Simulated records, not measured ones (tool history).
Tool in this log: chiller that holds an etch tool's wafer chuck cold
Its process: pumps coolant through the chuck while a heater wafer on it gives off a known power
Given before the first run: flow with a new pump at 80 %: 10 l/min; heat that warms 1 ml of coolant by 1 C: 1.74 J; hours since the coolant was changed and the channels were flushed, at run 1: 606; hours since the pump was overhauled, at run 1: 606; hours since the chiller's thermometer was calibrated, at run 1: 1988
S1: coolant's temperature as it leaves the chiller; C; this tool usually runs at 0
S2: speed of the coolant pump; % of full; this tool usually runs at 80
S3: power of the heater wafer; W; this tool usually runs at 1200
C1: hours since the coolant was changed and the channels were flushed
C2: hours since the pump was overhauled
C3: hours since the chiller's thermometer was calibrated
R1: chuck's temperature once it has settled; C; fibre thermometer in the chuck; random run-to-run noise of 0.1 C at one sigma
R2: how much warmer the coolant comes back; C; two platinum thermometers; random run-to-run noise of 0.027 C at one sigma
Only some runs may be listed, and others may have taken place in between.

run,hour,S1,S2,S3,C1,C2,C3,R1,R2
1,0,0,80,1200,606,606,1988,9.8,4.17
2,97.1,0,80,1200,703,703,2085,9.8,4.12
3,208.2,0,80,1200,815,815,2196,9.8,4.14
# hour 270.5: chiller's thermometer calibrated
4,297.4,0,80,1190,903,903,27,9.7,4.12
5,402.9,0,80,1258,1008,1008,132,10.1,4.32
6,481.5,0,80,1258,1087,1087,211,10.4,4.36
7,565.6,0,80,1258,1171,1171,295,10.2,4.36
8,634.2,0,80,1225,1240,1240,364,10,4.14
9,709.1,0,80,1225,1314,1314,439,10.2,4.2
10,845.4,0,80,1225,1451,1451,575,9.9,4.21
11,936.2,0,80,1200,1542,1542,666,9.9,4.17
12,1088.7,-3,80,1200,1694,1694,818,6.9,4.21
13,1202.6,0,80,1600,1808,1808,932,13.2,5.51
14,1349.1,0,63,1200,1954,1954,1079,11.9,5.3
15,1415.6,0,93,780,2021,2021,1145,5.5,2.3
16,1511.6,1,93,1185,2117,2117,1241,9.7,3.49
17,1578.9,2,63,1457,2184,2184,1308,16.5,6.47
18,1716.1,-3,68,1044,2321,2321,1446,6.8,4.26
19,1798.1,-6,80,1457,2403,2403,1528,6.1,5
20,1903.1,8,81,740,2508,2508,1633,13.9,2.49
21,1968.6,8,81,920,2574,2574,1698,15.6,3.13
22,2112.2,8,81,920,2718,2718,1842,15.5,3.12
23,2237,-8,80,867,2842,2842,1966,-0.9,2.99
24,2323.7,-6,68,748,2929,2929,2053,1.1,3.07
25,2430.4,-8,68,1765,3036,3036,2160,8.7,7.21
# hour 2526.8: chiller's thermometer calibrated
26,2551.1,-8,68,1765,3155,3155,24,8.6,7.29
27,2653.5,9,67,1449,3258,3258,127,22.9,6.01
28,2769.1,-1,67,932,3373,3373,242,7.8,3.84

Forecast each of these 5 alternatives for the next run:
A,2875.5,-1,67,1336,3480,3480,349,?,?
B,2875.5,-3,67,677,3480,3480,349,?,?
C,2875.5,7,87,1309,3480,3480,349,?,?
D,2875.5,9,67,605,3480,3480,349,?,?
E,2875.5,6,98,1618,3480,3480,349,?,?

run,R1,R2
A,11.7,5.57
B,3.4,2.87
C,17,4.16
D,14.8,2.49
E,17.4,4.48
Had the tool no hidden state, the same runs would have come out as:
run,R1,R2
A,11.6,5.56
B,3.3,2.87
C,16.9,4.15
D,14.8,2.48
E,17.3,4.47

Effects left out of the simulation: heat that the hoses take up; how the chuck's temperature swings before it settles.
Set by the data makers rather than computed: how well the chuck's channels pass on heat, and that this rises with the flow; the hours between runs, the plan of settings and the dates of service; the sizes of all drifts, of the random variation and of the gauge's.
